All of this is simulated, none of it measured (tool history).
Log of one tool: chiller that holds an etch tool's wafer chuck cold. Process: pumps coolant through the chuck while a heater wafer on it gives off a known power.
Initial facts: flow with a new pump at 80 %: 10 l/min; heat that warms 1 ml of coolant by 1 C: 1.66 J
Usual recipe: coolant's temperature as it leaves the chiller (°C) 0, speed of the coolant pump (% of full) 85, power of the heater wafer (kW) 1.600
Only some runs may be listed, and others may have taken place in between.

| run | hour | coolant's temperature as it leaves the chiller (°C) | speed of the coolant pump (% of full) | power of the heater wafer (kW) | chuck's temperature once it has settled (°C) | how much warmer the coolant comes back (C) |
|---|---|---|---|---|---|---|
| 1 | 0.0 | 0 | 85 | 1.600 | 13.0 | 5.37 |
| 2 | 51.1 | 0 | 85 | 1.600 | 13.1 | 5.44 |
| 3 | 100.0 | 0 | 85 | 1.600 | 13.0 | 5.35 |
| 4 | 142.8 | -6 | 85 | 1.600 | 7.0 | 5.42 |
| 5 | 189.9 | -6 | 85 | 1.600 | 7.1 | 5.48 |
| 6 | 212.5 | 0 | 85 | 1.084 | 8.8 | 3.68 |
| 7 | 247.8 | 0 | 85 | 1.084 | 8.9 | 3.83 |
| 8 | 270.4 | 1 | 85 | 1.600 | 14.1 | 5.46 |
| 9 | 312.0 | 1 | 85 | 1.600 | 14.2 | 5.48 |
| 10 | 340.4 | 0 | 95 | 1.600 | 11.6 | 4.85 |
| 11 | 363.4 | 0 | 95 | 1.600 | 11.7 | 4.87 |
| 12 | 412.2 | -6 | 95 | 1.600 | 5.7 | 4.86 |
| 13 | 460.6 | -6 | 95 | 1.600 | 5.9 | 4.88 |
| 14 | 503.4 | 9 | 69 | 1.038 | 19.3 | 4.64 |
| 15 | 531.1 | 3 | 79 | 1.751 | 18.3 | 6.67 |
| 16 | 558.2 | 5 | 68 | 1.036 | 15.6 | 4.66 |
| 17 | 607.4 | 5 | 68 | 1.036 | 15.5 | 4.65 |
| 18 | 642.0 | 1 | 68 | 1.036 | 11.5 | 4.69 |
| 19 | 670.3 | 1 | 68 | 1.036 | 11.6 | 4.74 |
| 20 | 722.3 | 8 | 85 | 1.600 | 21.1 | 5.58 |
| 21 | 770.3 | 4 | 73 | 1.600 | 19.2 | 6.66 |
| 22 | 821.0 | 4 | 73 | 1.600 | 19.1 | 6.65 |
| 23 | 869.4 | -1 | 67 | 2.211 | 21.7 | 10.04 |

Results for each run, recomputed without the tool's hidden state and with each run's random variation untouched:
Hidden state present: heat passed by the chuck's channels, % of clean ones'; flow at a given pump speed, % of a new pump's; coolant's true temperature over the reading, C; drift of the gauge itself on chuck_c, C; drift of the gauge itself on warmer_back_c, C.
| run | how much warmer the coolant comes back (C) |
|---|---|
| 1 | 5.37 |
| 2 | 5.43 |
| 3 | 5.32 |
| 4 | 5.37 |
| 5 | 5.42 |
| 6 | 3.61 |
| 7 | 3.75 |
| 8 | 5.38 |
| 9 | 5.38 |
| 10 | 4.74 |
| 11 | 4.76 |
| 12 | 4.73 |
| 13 | 4.74 |
| 14 | 4.48 |
| 15 | 6.50 |
| 16 | 4.49 |
| 17 | 4.45 |
| 18 | 4.48 |
| 19 | 4.52 |
| 20 | 5.35 |
| 21 | 6.42 |
| 22 | 6.38 |
| 23 | 9.76 |
chuck's temperature once it has settled (°C): differs from the measured result by no more than 0.1 in any run.
